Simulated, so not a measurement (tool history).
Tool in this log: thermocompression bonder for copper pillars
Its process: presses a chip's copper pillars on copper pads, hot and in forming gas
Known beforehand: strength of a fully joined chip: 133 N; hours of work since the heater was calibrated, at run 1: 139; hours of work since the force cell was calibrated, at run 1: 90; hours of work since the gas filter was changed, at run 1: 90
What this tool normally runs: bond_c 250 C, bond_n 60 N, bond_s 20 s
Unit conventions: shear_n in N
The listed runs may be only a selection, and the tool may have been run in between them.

run	hour	bond_c	bond_n	bond_s	hours of work since the heater was calibrated	hours of work since the force cell was calibrated	hours of work since the gas filter was changed	shear_n
1	0.0	250	60	20	139	90	90	77.2
2	45.5	250	60	20	165	117	117	77.7
3	107.0	250	60	20	202	153	153	77.6
4	175.4	250	60	20	242	193	193	78.0
5	257.0	250	51	20	290	241	241	71.7
6	300.1	250	60	20	315	266	266	78.7
7	340.5	250	60	20	339	290	290	78.5
8	401.9	250	37	20	375	326	326	59.5
9	465.0	250	37	20	412	363	363	59.6
10	520.6	250	60	20	444	395	395	79.4
# hour 547.9: forming gas filter changed
11	580.3	250	60	20	479	430	19	82.4
12	623.4	250	60	20	504	455	44	82.6
# hour 633.6: heater calibrated with a thermocouple chip
13	707.5	250	60	24	43	504	93	88.4
14	784.5	250	60	17	89	549	138	80.3
15	857.6	250	60	19	132	592	181	83.5
16	941.1	250	60	39	181	641	230	99.5
17	993.2	250	60	39	211	671	260	100.2
18	1066.2	250	60	39	254	714	303	99.8
# hour 1122.2: heater calibrated with a thermocouple chip, once more
19	1156.6	250	60	39	20	766	355	90.1
20	1212.8	250	60	39	53	799	388	90.1
# hour 1252.5: forming gas filter changed
21	1265.3	259	60	19	84	830	8	85.1
22	1312.1	259	55	25	111	857	35	88.2
23	1348.1	222	52	18	132	878	56	45.4
24	1393.2	222	52	18	159	905	83	45.7
25	1430.6	254	55	40	181	927	105	94.8
26	1476.3	250	60	16	208	953	131	73.9
27	1549.2	250	60	16	250	996	174	73.2
28	1586.9	241	58	20	273	1018	196	69.1
29	1649.0	265	58	37	309	1055	233	103.9
30	1731.8	261	44	17	358	1103	281	72.6
31	1773.3	244	69	17	382	1128	306	75.6
32	1816.7	244	69	17	407	1153	331	76.6
33	1892.4	241	37	20	452	1198	376	53.6
34	1935.6	241	37	58	477	1223	401	77.0
# hour 1955.9: forming gas filter changed
35	1999.2	250	83	15	514	1260	25	90.7
36	2038.3	279	86	15	537	1283	48	114.4
# hour 2079.7: heater calibrated with a thermocouple chip
37	2081.6	268	90	20	1	1307	73	109.3
38	2156.4	242	60	24	45	1351	117	73.6
39	2202.7	242	74	24	72	1378	144	83.4

3 ways to go on from here, each from the tool as it stands after run 39. What would each give?
A	2265.4	237	74	24	109	1415	180	?
B	2265.4	233	49	37	109	1415	180	?
C	2265.4	237	71	18	109	1415	180	?

run	shear_n
A	78.2
B	67.7
C	69.7
With no hidden state in the tool, these same runs would have given:
run	shear_n
A	76.7
B	66.1
C	68.1
